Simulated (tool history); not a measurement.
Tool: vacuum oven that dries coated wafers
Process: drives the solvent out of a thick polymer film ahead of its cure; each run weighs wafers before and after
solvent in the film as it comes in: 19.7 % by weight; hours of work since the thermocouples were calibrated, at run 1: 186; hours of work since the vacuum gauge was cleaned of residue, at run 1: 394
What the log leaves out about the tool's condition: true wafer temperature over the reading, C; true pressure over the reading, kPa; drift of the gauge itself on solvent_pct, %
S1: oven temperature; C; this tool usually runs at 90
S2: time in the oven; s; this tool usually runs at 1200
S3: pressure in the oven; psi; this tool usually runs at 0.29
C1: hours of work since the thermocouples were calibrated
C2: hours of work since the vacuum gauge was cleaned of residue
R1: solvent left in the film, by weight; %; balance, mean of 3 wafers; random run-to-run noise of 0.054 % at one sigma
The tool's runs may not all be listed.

run 1 hour=0 | S1=90 S2=1200 S3=0.29 | C1=186 C2=394 | R1=2.05
run 2 hour=24.4 | S1=90 S2=1200 S3=0.29 | C1=205 C2=414 | R1=2.07
run 3 hour=58.2 | S1=90 S2=1200 S3=0.183 | C1=232 C2=440 | R1=1.76
run 4 hour=81.2 | S1=90 S2=1200 S3=0.183 | C1=250 C2=459 | R1=1.81
run 5 hour=117.2 | S1=90 S2=1560 S3=0.29 | C1=279 C2=487 | R1=1.48
run 6 hour=142.4 | S1=90 S2=1200 S3=0.811 | C1=299 C2=508 | R1=3.24
run 7 hour=177 | S1=90 S2=1200 S3=0.811 | C1=327 C2=535 | R1=3.36
run 8 hour=199.8 | S1=90 S2=1200 S3=0.811 | C1=345 C2=553 | R1=3.42
run 9 hour=248.7 | S1=78 S2=1200 S3=0.29 | C1=384 C2=592 | R1=4.88
run 10 hour=296.2 | S1=78 S2=1200 S3=0.29 | C1=421 C2=630 | R1=5.07
run 11 hour=330.9 | S1=84 S2=1320 S3=0.161 | C1=449 C2=657 | R1=2.59
run 12 hour=357.8 | S1=84 S2=1980 S3=0.161 | C1=470 C2=679 | R1=1.28
run 13 hour=407.4 | S1=84 S2=1980 S3=0.557 | C1=510 C2=718 | R1=2.62
run 14 hour=440.8 | S1=90 S2=1200 S3=0.766 | C1=536 C2=745 | R1=3.3
run 15 hour=483 | S1=101 S2=1200 S3=0.844 | C1=570 C2=778 | R1=1.75
run 16 hour=510.6 | S1=90 S2=900 S3=0.29 | C1=592 C2=800 | R1=3.21
run 17 hour=544 | S1=90 S2=1560 S3=0.508 | C1=618 C2=827 | R1=2
run 18 hour=567.4 | S1=85 S2=720 S3=0.447 | C1=637 C2=846 | R1=6.11
run 19 hour=604.9 | S1=100 S2=1080 S3=0.207 | C1=667 C2=875 | R1=1.04

5 options for the next run, each taken on its own from the tool as it stands now. Forecast them:
run A hour=645.9 | S1=100 S2=1080 S3=0.683 | C1=700 C2=908 | R1=?
run B hour=645.9 | S1=91 S2=1020 S3=0.187 | C1=700 C2=908 | R1=?
run C hour=645.9 | S1=103 S2=1080 S3=0.207 | C1=700 C2=908 | R1=?
run D hour=645.9 | S1=103 S2=1200 S3=0.29 | C1=700 C2=908 | R1=?
run E hour=645.9 | S1=94 S2=1200 S3=0.73 | C1=700 C2=908 | R1=?

run=A R1=1.74
run=B R1=2.47
run=C R1=0.83
run=D R1=0.76
run=E R1=2.63
Without the tool's hidden state the same runs would have given:
run=A R1=1.52
run=B R1=2.13
run=C R1=0.69
run=D R1=0.63
run=E R1=2.34
